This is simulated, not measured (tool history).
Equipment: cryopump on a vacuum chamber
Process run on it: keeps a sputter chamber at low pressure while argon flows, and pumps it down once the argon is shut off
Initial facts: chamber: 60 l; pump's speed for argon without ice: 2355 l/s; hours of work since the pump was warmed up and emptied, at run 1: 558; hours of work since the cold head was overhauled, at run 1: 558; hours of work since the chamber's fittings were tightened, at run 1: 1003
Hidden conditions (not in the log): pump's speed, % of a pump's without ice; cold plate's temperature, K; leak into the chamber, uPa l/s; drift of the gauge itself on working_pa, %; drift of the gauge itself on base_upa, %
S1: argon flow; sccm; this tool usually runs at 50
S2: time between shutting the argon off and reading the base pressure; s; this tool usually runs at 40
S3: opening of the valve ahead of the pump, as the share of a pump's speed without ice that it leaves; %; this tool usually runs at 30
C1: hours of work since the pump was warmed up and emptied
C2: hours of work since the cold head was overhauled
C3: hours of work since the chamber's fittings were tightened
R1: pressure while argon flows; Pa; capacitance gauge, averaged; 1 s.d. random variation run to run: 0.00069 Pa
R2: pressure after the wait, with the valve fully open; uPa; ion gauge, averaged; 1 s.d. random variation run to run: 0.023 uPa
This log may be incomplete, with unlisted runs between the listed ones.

run,hour,S1,S2,S3,C1,C2,C3,R1,R2
1,0.0,50,40,30,558,558,1003,0.1244,1.25
2,17.6,50,40,30,573,573,1019,0.1238,1.25
3,38.3,50,40,30,592,592,1037,0.1258,1.21
4,57.4,41,40,30,609,609,1054,0.1035,1.23
5,75.9,41,40,30,625,625,1071,0.1037,1.23
6,95.3,41,40,30,642,642,1088,0.1030,1.30
7,123.4,50,40,30,667,667,1113,0.1271,1.24
8,140.9,50,40,30,683,683,1129,0.1264,1.32
9,166.9,50,40,30,706,706,1152,0.1282,1.28
10,190.7,31,49,32,727,727,1173,0.0745,1.22
11,206.4,31,49,32,741,741,1187,0.0741,1.27
12,233.7,31,49,32,766,766,1211,0.0743,1.25
13,261.3,35,151,27,790,790,1236,0.0999,0.96
14,284.5,71,88,34,811,811,1256,0.1615,1.10
15,307.8,71,88,34,832,832,1277,0.1620,1.10
16,336.3,71,88,34,857,857,1302,0.1630,1.11
17,356.4,21,21,25,875,875,1320,0.0642,2.02

4 ways to go on from here, each from the tool as it stands after run 17. What would each give?
A,368.2,21,286,39,885,885,1331,?,?
B,368.2,22,94,35,885,885,1331,?,?
C,368.2,37,51,18,885,885,1331,?,?
D,368.2,21,147,36,885,885,1331,?,?

run,R1,R2
A,0.0432,1.05
B,0.0490,1.09
C,0.1524,1.31
D,0.0459,0.97
With the hidden condition removed and each run's random variation left untouched, the same runs would have given:
run,R1,R2
A,0.0392,0.26
B,0.0449,0.34
C,0.1455,0.56
D,0.0419,0.23
